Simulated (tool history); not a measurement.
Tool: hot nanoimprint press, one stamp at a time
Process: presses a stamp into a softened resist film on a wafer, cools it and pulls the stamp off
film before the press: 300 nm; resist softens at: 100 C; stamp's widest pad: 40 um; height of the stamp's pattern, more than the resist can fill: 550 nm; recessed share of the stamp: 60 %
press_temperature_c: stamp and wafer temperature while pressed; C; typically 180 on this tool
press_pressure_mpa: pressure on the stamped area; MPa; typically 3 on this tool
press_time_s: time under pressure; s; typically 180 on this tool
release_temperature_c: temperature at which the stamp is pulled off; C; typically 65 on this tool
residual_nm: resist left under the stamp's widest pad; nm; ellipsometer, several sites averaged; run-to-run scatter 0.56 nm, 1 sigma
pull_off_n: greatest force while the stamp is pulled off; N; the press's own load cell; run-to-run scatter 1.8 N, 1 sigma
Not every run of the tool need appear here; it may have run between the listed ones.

| run | hour | press_temperature_c | press_pressure_mpa | press_time_s | release_temperature_c | residual_nm | pull_off_n |
|---|---|---|---|---|---|---|---|
| 1 | 0 | 180 | 3 | 180 | 65 | 157.2 | 173 |
| 2 | 38.2 | 180 | 1.96 | 180 | 65 | 185 | 174 |
| 3 | 100 | 180 | 1.96 | 180 | 65 | 186.8 | 173 |
| 4 | 159.8 | 180 | 1.96 | 180 | 65 | 186.1 | 174 |
| 5 | 203 | 180 | 3 | 180 | 65 | 157.4 | 174 |
| 6 | 261.8 | 180 | 3 | 180 | 66 | 156 | 174 |
| 7 | 306.3 | 188 | 2.93 | 106 | 51 | 138.7 | 204 |
| 8 | 343.4 | 180 | 3 | 135 | 65 | 171.9 | 175 |
| 9 | 406.8 | 180 | 1.84 | 180 | 50 | 189.9 | 207 |
| 10 | 441.9 | 171 | 3 | 149 | 52 | 226.9 | 201 |
| 11 | 484.3 | 171 | 3 | 149 | 52 | 227.3 | 199 |

Between the runs listed above, the log contained 3 entries, not reproduced here. Where in the sequence does each belong, and how does what the log doesn't record of the tool's condition differ from the listed run before to the listed run after?
From run 2 to run 3: plate thermocouple calibrated (hour 60.7)
  true temperature over the reading, C: 0.05 -> 0.01; pressure that arrives at the usual setting, %: 100 -> 99.99; grip of the stamp's worn release coat, % over a new coat's: 0.1 -> 0.3; drift of the gauge itself on residual_nm, %: -0.06 -> -0.16
  measured less the result without the state, residual_nm: -0.4 -> -0.3 nm
From run 4 to run 5: stamp cleaned and given a new release coat (hour 174.9)
  grip of the stamp's worn release coat, % over a new coat's: 0.5 -> 0.1; drift of the gauge itself on residual_nm, %: -0.25 -> -0.31
  measured less the result without the state, residual_nm: -0.5 -> -0.6 nm
From run 8 to run 9: stamp cleaned and given a new release coat (hour 352.2)
  true temperature over the reading, C: 0.02 -> 0.03; pressure that arrives at the usual setting, %: 99.95 -> 99.94; grip of the stamp's worn release coat, % over a new coat's: 0.6 -> 0.2; drift of the gauge itself on residual_nm, %: -0.54 -> -0.63
  measured less the result without the state, residual_nm: -1.1 -> -1.4 nm
